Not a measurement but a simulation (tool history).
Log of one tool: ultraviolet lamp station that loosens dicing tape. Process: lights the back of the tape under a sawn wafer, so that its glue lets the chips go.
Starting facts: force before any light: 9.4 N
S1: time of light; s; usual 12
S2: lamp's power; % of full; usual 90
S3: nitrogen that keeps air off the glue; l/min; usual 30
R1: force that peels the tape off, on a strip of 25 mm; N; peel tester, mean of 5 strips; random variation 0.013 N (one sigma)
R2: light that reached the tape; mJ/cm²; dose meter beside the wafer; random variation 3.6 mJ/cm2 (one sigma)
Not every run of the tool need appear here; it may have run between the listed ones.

run 1 day=0.000 | S1=12 S2=90 S3=30 | R1=0.613 R2=589
run 2 day=1.133 | S1=12 S2=90 S3=30 | R1=0.613 R2=598
run 3 day=1.908 | S1=12 S2=90 S3=30 | R1=0.613 R2=596
run 4 day=2.983 | S1=12 S2=90 S3=30 | R1=0.613 R2=598
run 5 day=4.004 | S1=12 S2=90 S3=30 | R1=0.611 R2=594
run 6 day=5.196 | S1=12 S2=90 S3=12 | R1=1.383 R2=595
run 7 day=5.929 | S1=12 S2=90 S3=12 | R1=1.430 R2=597
run 8 day=7.246 | S1=12 S2=90 S3=30 | R1=0.579 R2=596
run 9 day=7.817 | S1=12 S2=90 S3=30 | R1=0.604 R2=597
run 10 day=8.496 | S1=11 S2=90 S3=30 | R1=0.742 R2=548
run 11 day=9.771 | S1=11 S2=90 S3=30 | R1=0.733 R2=544
run 12 day=11.142 | S1=11 S2=90 S3=30 | R1=0.735 R2=539
run 13 day=12.292 | S1=11 S2=90 S3=30 | R1=0.741 R2=548
run 14 day=13.162 | S1=11 S2=77 S3=30 | R1=1.010 R2=467
run 15 day=13.904 | S1=11 S2=77 S3=30 | R1=1.039 R2=463
run 16 day=15.275 | S1=11 S2=77 S3=30 | R1=1.055 R2=469
run 17 day=16.242 | S1=12 S2=99 S3=30 | R1=0.480 R2=661
run 18 day=16.958 | S1=12 S2=99 S3=30 | R1=0.487 R2=657
run 19 day=17.600 | S1=12 S2=90 S3=30 | R1=0.598 R2=595
run 20 day=18.221 | S1=14 S2=75 S3=30 | R1=0.640 R2=584
run 21 day=19.517 | S1=14 S2=75 S3=30 | R1=0.669 R2=577
run 22 day=20.729 | S1=14 S2=75 S3=30 | R1=0.659 R2=579
run 23 day=21.871 | S1=9 S2=85 S3=21 | R1=1.699 R2=416
run 24 day=22.783 | S1=10 S2=71 S3=53 | R1=0.947 R2=388
run 25 day=23.467 | S1=10 S2=72 S3=21 | R1=1.918 R2=399
run 26 day=24.446 | S1=17 S2=83 S3=30 | R1=0.322 R2=775
-- day=24.658 window cleaned of glue's vapour
run 27 day=25.762 | S1=17 S2=100 S3=33 | R1=0.208 R2=944
run 28 day=26.629 | S1=17 S2=100 S3=33 | R1=0.205 R2=939
run 29 day=27.350 | S1=19 S2=98 S3=16 | R1=0.303 R2=1012
run 30 day=28.038 | S1=19 S2=98 S3=16 | R1=0.307 R2=1031
run 31 day=29.154 | S1=19 S2=98 S3=16 | R1=0.310 R2=1017
run 32 day=30.367 | S1=19 S2=98 S3=16 | R1=0.307 R2=1011
run 33 day=31.454 | S1=19 S2=98 S3=16 | R1=0.316 R2=1027
run 34 day=32.479 | S1=12 S2=82 S3=13 | R1=1.545 R2=538
run 35 day=33.688 | S1=12 S2=67 S3=31 | R1=1.123 R2=443
run 36 day=34.896 | S1=12 S2=67 S3=31 | R1=1.149 R2=451
run 37 day=35.654 | S1=12 S2=67 S3=31 | R1=1.118 R2=444
run 38 day=36.396 | S1=9 S2=92 S3=30 | R1=1.086 R2=448

Below are 5 alternative next runs, each starting from the tool's condition after run 38. Predict each:
run A day=37.746 | S1=12 S2=90 S3=12 | R1=? R2=?
run B day=37.746 | S1=7 S2=78 S3=11 | R1=? R2=?
run C day=37.746 | S1=8 S2=90 S3=39 | R1=? R2=?
run D day=37.746 | S1=9 S2=92 S3=19 | R1=? R2=?
run E day=37.746 | S1=12 S2=91 S3=30 | R1=? R2=?

run=A R1=1.391 R2=594
run=B R1=3.745 R2=298
run=C R1=1.162 R2=399
run=D R1=1.576 R2=457
run=E R1=0.585 R2=601
What these runs would have given with no unlogged condition in the tool:
run=A R1=1.389 R2=595
run=B R1=3.742 R2=298
run=C R1=1.160 R2=400
run=D R1=1.574 R2=458
run=E R1=0.584 R2=602
